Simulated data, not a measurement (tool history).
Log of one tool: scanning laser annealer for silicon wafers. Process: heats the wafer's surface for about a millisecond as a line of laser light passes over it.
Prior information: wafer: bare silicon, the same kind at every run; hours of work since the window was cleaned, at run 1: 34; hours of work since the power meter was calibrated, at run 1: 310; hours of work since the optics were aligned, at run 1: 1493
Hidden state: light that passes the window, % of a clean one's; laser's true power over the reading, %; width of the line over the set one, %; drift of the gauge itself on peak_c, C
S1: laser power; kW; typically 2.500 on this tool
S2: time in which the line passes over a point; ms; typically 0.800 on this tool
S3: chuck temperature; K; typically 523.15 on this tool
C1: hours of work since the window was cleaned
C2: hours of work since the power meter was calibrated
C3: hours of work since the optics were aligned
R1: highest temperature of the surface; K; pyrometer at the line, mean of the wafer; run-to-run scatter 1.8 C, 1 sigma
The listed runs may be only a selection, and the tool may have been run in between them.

run,hour,S1,S2,S3,C1,C2,C3,R1
1,0.0,2.500,0.800,523.15,34,310,1493,1306.15
2,16.5,2.500,0.800,523.15,43,319,1502,1306.15
3,31.7,2.500,0.800,523.15,52,327,1510,1300.15
4,43.8,2.500,0.800,523.15,58,334,1517,1302.15
5,63.5,2.500,0.800,523.15,69,345,1528,1298.15
6,87.3,2.500,0.800,511.15,82,358,1541,1287.15
7,101.8,2.500,0.970,523.15,90,366,1549,1385.15
8,113.8,2.500,0.869,523.15,97,373,1556,1334.15
9,138.6,2.500,0.869,487.15,111,387,1570,1299.15
10,165.0,2.500,0.869,487.15,125,401,1584,1294.15
11,190.2,2.500,0.869,487.15,139,415,1598,1295.15
12,205.1,2.500,0.869,487.15,147,423,1606,1291.15
13,219.7,2.473,0.869,487.15,156,431,1614,1285.15
14,236.1,2.473,0.869,487.15,165,440,1624,1280.15
15,248.5,2.473,0.869,487.15,171,447,1630,1283.15
16,271.5,2.500,0.800,484.15,184,460,1643,1249.15
17,287.7,2.500,0.565,484.15,193,469,1652,1113.15
18,311.4,2.655,0.565,484.15,206,482,1665,1151.15
19,326.8,2.262,0.565,507.15,215,491,1674,1077.15
20,347.5,2.544,0.593,549.15,226,502,1685,1202.15
21,373.2,2.500,0.934,523.15,240,516,1699,1351.15
22,384.4,2.500,0.934,523.15,247,523,1706,1349.15
23,397.3,2.733,0.700,496.15,254,530,1713,1266.15
24,410.3,2.733,0.700,496.15,261,537,1720,1263.15
25,435.0,2.500,0.839,535.15,275,551,1734,1310.15

Measured less the same run without the tool's hidden state. The same run-to-run variation is in both; the gauge's scatter may not be:
run,R1
1,-7.00
2,-8.00
3,-10.00
4,-11.00
5,-12.00
6,-14.00
7,-15.00
8,-16.00
9,-17.00
10,-19.00
11,-20.00
12,-22.00
13,-23.00
14,-24.00
15,-25.00
16,-25.00
17,-21.00
18,-24.00
19,-21.00
20,-26.00
21,-34.00
22,-35.00
23,-33.00
24,-34.00
25,-36.00
